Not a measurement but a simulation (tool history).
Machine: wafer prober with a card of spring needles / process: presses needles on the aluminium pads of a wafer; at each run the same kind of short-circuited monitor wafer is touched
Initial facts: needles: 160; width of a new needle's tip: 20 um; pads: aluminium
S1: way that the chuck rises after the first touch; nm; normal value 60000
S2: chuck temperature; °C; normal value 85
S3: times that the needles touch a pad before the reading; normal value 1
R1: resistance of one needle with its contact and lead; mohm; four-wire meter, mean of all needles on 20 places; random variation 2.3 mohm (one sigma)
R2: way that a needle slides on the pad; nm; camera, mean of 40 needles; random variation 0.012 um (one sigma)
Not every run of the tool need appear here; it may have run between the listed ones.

run 1 day=0 | S1=60000 S2=85 S3=1 | R1=261 R2=16290
run 2 day=0.254 | S1=44000 S2=85 S3=1 | R1=279 R2=11950
run 3 day=0.8 | S1=67000 S2=85 S3=1 | R1=260 R2=18220
run 4 day=1.162 | S1=67000 S2=63 S3=1 | R1=257 R2=18190
run 5 day=1.612 | S1=60000 S2=85 S3=1 | R1=268 R2=16320
run 6 day=1.888 | S1=60000 S2=50 S3=1 | R1=255 R2=16310
run 7 day=2.458 | S1=41000 S2=85 S3=1 | R1=270 R2=11140
run 8 day=2.988 | S1=41000 S2=85 S3=1 | R1=275 R2=11140
run 9 day=3.233 | S1=41000 S2=85 S3=1 | R1=272 R2=11130
run 10 day=3.675 | S1=60000 S2=85 S3=1 | R1=263 R2=16310
run 11 day=4.175 | S1=60000 S2=85 S3=1 | R1=266 R2=16290
run 12 day=4.712 | S1=60000 S2=85 S3=1 | R1=260 R2=16310
run 13 day=5.079 | S1=41000 S2=35 S3=3 | R1=258 R2=11140
run 14 day=5.408 | S1=52000 S2=81 S3=1 | R1=263 R2=14120
run 15 day=5.975 | S1=69000 S2=93 S3=1 | R1=258 R2=18760
run 16 day=6.258 | S1=69000 S2=93 S3=1 | R1=267 R2=18760
run 17 day=6.821 | S1=77000 S2=43 S3=1 | R1=245 R2=20930
run 18 day=7.267 | S1=73000 S2=85 S3=2 | R1=263 R2=19830
run 19 day=7.858 | S1=73000 S2=85 S3=1 | R1=264 R2=19860
run 20 day=8.233 | S1=73000 S2=85 S3=1 | R1=262 R2=19840
run 21 day=8.75 | S1=73000 S2=85 S3=1 | R1=255 R2=19830
run 22 day=9.304 | S1=70000 S2=85 S3=2 | R1=262 R2=19030
run 23 day=9.608 | S1=70000 S2=51 S3=2 | R1=256 R2=19020

The log once held 13 entries between its listed runs, left out of this copy. Where does each go, and what is different about the tool's unlogged condition between the listed run before it and the listed run after it?
From run 2 to run 3: tips cleaned on abrasive film (day 0.8)
  debris on the tips, nm: 1.6 -> 0.1
From run 4 to run 5: height of the first contact set anew (day 1.317); tips cleaned on abrasive film (day 1.608)
  debris on the tips, nm: 1.7 -> 0.2; way that the needles fall short of the set height, um: 0.02 -> 0
From run 6 to run 7: tips cleaned on abrasive film (day 2.421)
  debris on the tips, nm: 1.6 -> 0.4
From run 8 to run 9: tips cleaned on abrasive film (day 3.204)
  debris on the tips, nm: 1.9 -> 0.4; way that the needles fall short of the set height, um: 0 -> 0.01
From run 10 to run 11: tips cleaned on abrasive film (day 4.008)
  debris on the tips, nm: 1.8 -> 1.3
From run 12 to run 13: tips cleaned on abrasive film (day 4.812)
  debris on the tips, nm: 1.9 -> 1.5
From run 14 to run 15: tips cleaned on abrasive film (day 5.604)
  debris on the tips, nm: 1.9 -> 1.7
From run 16 to run 17: tips cleaned on abrasive film (day 6.421)
  debris on the tips, nm: 1.9 -> 1.7
From run 17 to run 18: tips cleaned on abrasive film (day 7.204)
  debris on the tips, nm: 1.7 -> 0.7; way that the needles fall short of the set height, um: 0.01 -> 0.02
From run 19 to run 20: tips cleaned on abrasive film (day 7.996)
  debris on the tips, nm: 1.9 -> 1.4
From run 21 to run 22: tips cleaned on abrasive film (day 8.783)
  debris on the tips, nm: 1.9 -> 1.8
From run 22 to run 23: tips cleaned on abrasive film (day 9.596)
  debris on the tips, nm: 1.8 -> 0.3
